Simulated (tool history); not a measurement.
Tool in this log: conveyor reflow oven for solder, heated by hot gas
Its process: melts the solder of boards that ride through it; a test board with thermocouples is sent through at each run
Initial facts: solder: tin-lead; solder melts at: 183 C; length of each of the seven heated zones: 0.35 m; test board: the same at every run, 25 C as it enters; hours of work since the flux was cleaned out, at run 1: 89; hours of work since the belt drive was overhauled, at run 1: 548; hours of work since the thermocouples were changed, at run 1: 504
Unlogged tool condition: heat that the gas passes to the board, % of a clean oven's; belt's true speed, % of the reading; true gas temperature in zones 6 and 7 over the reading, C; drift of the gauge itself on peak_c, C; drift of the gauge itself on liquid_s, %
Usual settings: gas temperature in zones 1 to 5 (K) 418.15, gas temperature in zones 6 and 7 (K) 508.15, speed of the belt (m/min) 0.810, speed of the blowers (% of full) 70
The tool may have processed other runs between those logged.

| run | hour | gas temperature in zones 1 to 5 (K) | gas temperature in zones 6 and 7 (K) | speed of the belt (m/min) | speed of the blowers (% of full) | hours of work since the flux was cleaned out | hours of work since the belt drive was overhauled | hours of work since the thermocouples were changed | highest temperature of the board (K) | time above the solder's melting point (s) |
|---|---|---|---|---|---|---|---|---|---|---|
| 1 | 0.0 | 418.15 | 508.15 | 0.810 | 70 | 89 | 548 | 504 | 493.35 | 43.4 |
| 2 | 34.5 | 418.15 | 508.15 | 0.810 | 70 | 108 | 567 | 523 | 493.95 | 43.6 |
| 3 | 59.1 | 418.15 | 508.15 | 0.810 | 70 | 121 | 581 | 537 | 493.35 | 43.4 |
| 4 | 104.1 | 418.15 | 508.15 | 0.810 | 70 | 146 | 606 | 562 | 493.55 | 43.1 |
|  | 136.1 | thermocouples of zones 6 and 7 changed |
| 5 | 141.7 | 418.15 | 508.15 | 0.810 | 70 | 166 | 625 | 3 | 494.85 | 43.9 |
| 6 | 168.1 | 412.15 | 508.15 | 0.810 | 70 | 181 | 640 | 18 | 493.45 | 41.8 |
|  | 179.9 | flux residue cleaned out of gas plates and filters |
| 7 | 221.6 | 412.15 | 508.15 | 0.810 | 81 | 23 | 667 | 45 | 497.05 | 44.2 |
| 8 | 255.6 | 418.15 | 508.15 | 0.810 | 70 | 42 | 686 | 64 | 495.95 | 44.5 |
| 9 | 282.2 | 407.15 | 508.15 | 0.810 | 70 | 57 | 701 | 78 | 493.85 | 41.1 |
| 10 | 333.2 | 418.15 | 520.15 | 0.810 | 70 | 85 | 729 | 107 | 506.45 | 48.4 |
|  | 339.5 | belt drive overhauled, speed set with a stopwatch |
| 11 | 371.4 | 409.15 | 511.15 | 0.738 | 83 | 104 | 18 | 126 | 501.95 | 50.6 |
| 12 | 405.6 | 418.15 | 516.15 | 0.937 | 76 | 123 | 37 | 145 | 499.75 | 40.1 |
| 13 | 453.1 | 418.15 | 516.15 | 0.937 | 76 | 150 | 63 | 171 | 499.65 | 40.1 |
| 14 | 496.2 | 418.15 | 516.15 | 0.937 | 76 | 173 | 87 | 195 | 499.15 | 39.9 |
|  | 521.1 | flux residue cleaned out of gas plates and filters |
| 15 | 539.3 | 416.15 | 508.15 | 0.810 | 70 | 10 | 108 | 216 | 496.35 | 44.6 |
| 16 | 567.1 | 418.15 | 502.15 | 0.810 | 66 | 26 | 124 | 232 | 490.35 | 42.9 |
|  | 599.7 | belt drive overhauled, speed set with a stopwatch, once more |
| 17 | 606.6 | 404.15 | 508.15 | 0.810 | 84 | 45 | 4 | 251 | 496.35 | 40.6 |
| 18 | 630.9 | 405.15 | 499.15 | 0.871 | 84 | 59 | 17 | 265 | 485.05 | 33.2 |

Alternative continuations, all from the tool just after run 18; predict every row:
| A | 672.0 | 418.15 | 508.15 | 0.810 | 50 | 82 | 40 | 288 | ? | ? |
| B | 672.0 | 424.15 | 508.15 | 0.828 | 70 | 82 | 40 | 288 | ? | ? |
| C | 672.0 | 418.15 | 508.15 | 0.810 | 89 | 82 | 40 | 288 | ? | ? |
| D | 672.0 | 408.15 | 499.15 | 0.661 | 72 | 82 | 40 | 288 | ? | ? |

| run | highest temperature of the board (K) | time above the solder's melting point (s) |
|---|---|---|
| A | 489.65 | 39.7 |
| B | 494.95 | 43.7 |
| C | 497.55 | 44.6 |
| D | 490.05 | 49.0 |
Without the tool's hidden state the same runs would have given:
| run | highest temperature of the board (K) | time above the solder's melting point (s) |
|---|---|---|
| A | 490.85 | 40.4 |
| B | 496.25 | 44.2 |
| C | 498.95 | 45.1 |
| D | 491.25 | 49.8 |
